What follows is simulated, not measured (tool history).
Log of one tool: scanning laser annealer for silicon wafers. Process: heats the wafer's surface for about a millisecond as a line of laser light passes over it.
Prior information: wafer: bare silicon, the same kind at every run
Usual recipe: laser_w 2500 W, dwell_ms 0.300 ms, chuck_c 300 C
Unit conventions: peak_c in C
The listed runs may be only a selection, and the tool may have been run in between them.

Run 1, hour 0.0: usual settings. Result: peak_c 1043 C.
Run 2, hour 63.1: usual settings. Result: peak_c 1043 C.
Run 3, hour 107.3: usual settings. Result: peak_c 1041 C.
Run 4, hour 158.7: usual settings but chuck_c 289 C. Result: peak_c 1033 C.
Run 5, hour 219.8: usual settings but chuck_c 289 C. Result: peak_c 1032 C.
Run 6, hour 302.3: usual settings but chuck_c 289 C. Result: peak_c 1034 C.
Run 7, hour 379.3: usual settings but chuck_c 289 C. Result: peak_c 1035 C.
Run 8, hour 438.1: usual settings but dwell_ms 0.238 ms. Result: peak_c 958 C.
Run 9, hour 494.5: usual settings but dwell_ms 0.238 ms. Result: peak_c 957 C.
At hour 500.3: window over the wafer cleaned.
Run 10, hour 539.3: usual settings but dwell_ms 0.217 ms, chuck_c 310 C. Result: peak_c 934 C.
Run 11, hour 599.9: usual settings but dwell_ms 0.352 ms. Result: peak_c 1107 C.
Run 12, hour 639.1: usual settings but laser_w 2652 W. Result: peak_c 1091 C.
At hour 715.5: optics aligned, line set to its width.
Run 13, hour 720.5: usual settings but laser_w 2340 W, dwell_ms 0.294 ms, chuck_c 329 C. Result: peak_c 1013 C.
Run 14, hour 794.2: usual settings but laser_w 2283 W, dwell_ms 0.375 ms, chuck_c 269 C. Result: peak_c 1028 C.

Forecast each of these 3 alternatives for the next run:
Run A, hour 832.4: usual settings but dwell_ms 0.308 ms. Result: peak_c ?.
Run B, hour 832.4: usual settings but laser_w 2729 W, dwell_ms 0.214 ms, chuck_c 306 C. Result: peak_c ?.
Run C, hour 832.4: usual settings but laser_w 2283 W, dwell_ms 0.210 ms, chuck_c 337 C. Result: peak_c ?.

run  peak_c
  A    1056
  B     987
  C     893
What these runs would have given with no unlogged condition in the tool:
run  peak_c
  A    1056
  B     987
  C     893

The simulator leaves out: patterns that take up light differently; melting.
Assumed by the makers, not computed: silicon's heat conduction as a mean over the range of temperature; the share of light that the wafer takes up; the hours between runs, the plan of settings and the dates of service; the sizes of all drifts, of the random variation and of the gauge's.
